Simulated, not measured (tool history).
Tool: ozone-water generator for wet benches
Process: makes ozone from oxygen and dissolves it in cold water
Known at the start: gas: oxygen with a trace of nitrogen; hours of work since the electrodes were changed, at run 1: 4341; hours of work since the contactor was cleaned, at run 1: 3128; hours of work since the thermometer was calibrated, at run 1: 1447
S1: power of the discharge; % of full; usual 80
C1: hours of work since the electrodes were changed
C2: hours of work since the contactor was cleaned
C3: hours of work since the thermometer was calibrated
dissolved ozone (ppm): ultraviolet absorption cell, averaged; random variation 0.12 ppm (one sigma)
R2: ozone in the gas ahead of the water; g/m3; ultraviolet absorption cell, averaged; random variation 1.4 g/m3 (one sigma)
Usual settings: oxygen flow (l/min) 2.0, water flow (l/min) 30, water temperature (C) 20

run 1 day=0.000 | S1=80 oxygen_flow_(l/min)=2.0 water_flow_(l/min)=30 water_temperature_(C)=20 | C1=4341 C2=3128 C3=1447 | dissolved_ozone_(ppm)=12.3 R2=262.7
run 2 day=5.075 | S1=80 oxygen_flow_(l/min)=2.0 water_flow_(l/min)=30 water_temperature_(C)=20 | C1=4432 C2=3220 C3=1538 | dissolved_ozone_(ppm)=11.9 R2=264.2
run 3 day=8.938 | S1=80 oxygen_flow_(l/min)=2.0 water_flow_(l/min)=30 water_temperature_(C)=20 | C1=4501 C2=3289 C3=1607 | dissolved_ozone_(ppm)=12.1 R2=261.2
run 4 day=15.738 | S1=80 oxygen_flow_(l/min)=2.0 water_flow_(l/min)=30 water_temperature_(C)=20 | C1=4623 C2=3411 C3=1729 | dissolved_ozone_(ppm)=11.8 R2=262.2
run 5 day=20.575 | S1=80 oxygen_flow_(l/min)=2.0 water_flow_(l/min)=30 water_temperature_(C)=20 | C1=4710 C2=3498 C3=1816 | dissolved_ozone_(ppm)=11.9 R2=261.7
run 6 day=26.421 | S1=80 oxygen_flow_(l/min)=2.0 water_flow_(l/min)=30 water_temperature_(C)=20 | C1=4815 C2=3603 C3=1921 | dissolved_ozone_(ppm)=12.0 R2=259.9
run 7 day=29.904 | S1=80 oxygen_flow_(l/min)=2.0 water_flow_(l/min)=30 water_temperature_(C)=20 | C1=4878 C2=3665 C3=1983 | dissolved_ozone_(ppm)=12.2 R2=258.8
run 8 day=37.183 | S1=80 oxygen_flow_(l/min)=3.1 water_flow_(l/min)=37 water_temperature_(C)=20 | C1=5008 C2=3796 C3=2114 | dissolved_ozone_(ppm)=11.0 R2=202.7
run 9 day=45.283 | S1=80 oxygen_flow_(l/min)=3.1 water_flow_(l/min)=37 water_temperature_(C)=20 | C1=5154 C2=3941 C3=2260 | dissolved_ozone_(ppm)=10.8 R2=202.0
run 10 day=49.700 | S1=78 oxygen_flow_(l/min)=2.0 water_flow_(l/min)=18 water_temperature_(C)=20 | C1=5233 C2=4021 C3=2339 | dissolved_ozone_(ppm)=19.0 R2=252.3

3 ways to go on from here, each from the tool as it stands after run 10. What would each give?
-- day=51.125 contactor cleaned
run A day=54.721 | S1=80 oxygen_flow_(l/min)=2.0 water_flow_(l/min)=24 water_temperature_(C)=20 | C1=5320 C2=65 C3=2426 | dissolved_ozone_(ppm)=? R2=?
-- day=51.125 contactor cleaned
run B day=54.721 | S1=52 oxygen_flow_(l/min)=2.0 water_flow_(l/min)=40 water_temperature_(C)=14 | C1=5320 C2=65 C3=2426 | dissolved_ozone_(ppm)=? R2=?
-- day=51.125 contactor cleaned
run C day=54.721 | S1=78 oxygen_flow_(l/min)=2.0 water_flow_(l/min)=47 water_temperature_(C)=25 | C1=5320 C2=65 C3=2426 | dissolved_ozone_(ppm)=? R2=?

run=A dissolved_ozone_(ppm)=14.8 R2=259.6
run=B dissolved_ozone_(ppm)=7.2 R2=198.1
run=C dissolved_ozone_(ppm)=7.4 R2=253.0
Without the tool's hidden state the same runs would have given:
run=A dissolved_ozone_(ppm)=14.9 R2=266.1
run=B dissolved_ozone_(ppm)=7.2 R2=203.0
run=C dissolved_ozone_(ppm)=7.4 R2=259.3

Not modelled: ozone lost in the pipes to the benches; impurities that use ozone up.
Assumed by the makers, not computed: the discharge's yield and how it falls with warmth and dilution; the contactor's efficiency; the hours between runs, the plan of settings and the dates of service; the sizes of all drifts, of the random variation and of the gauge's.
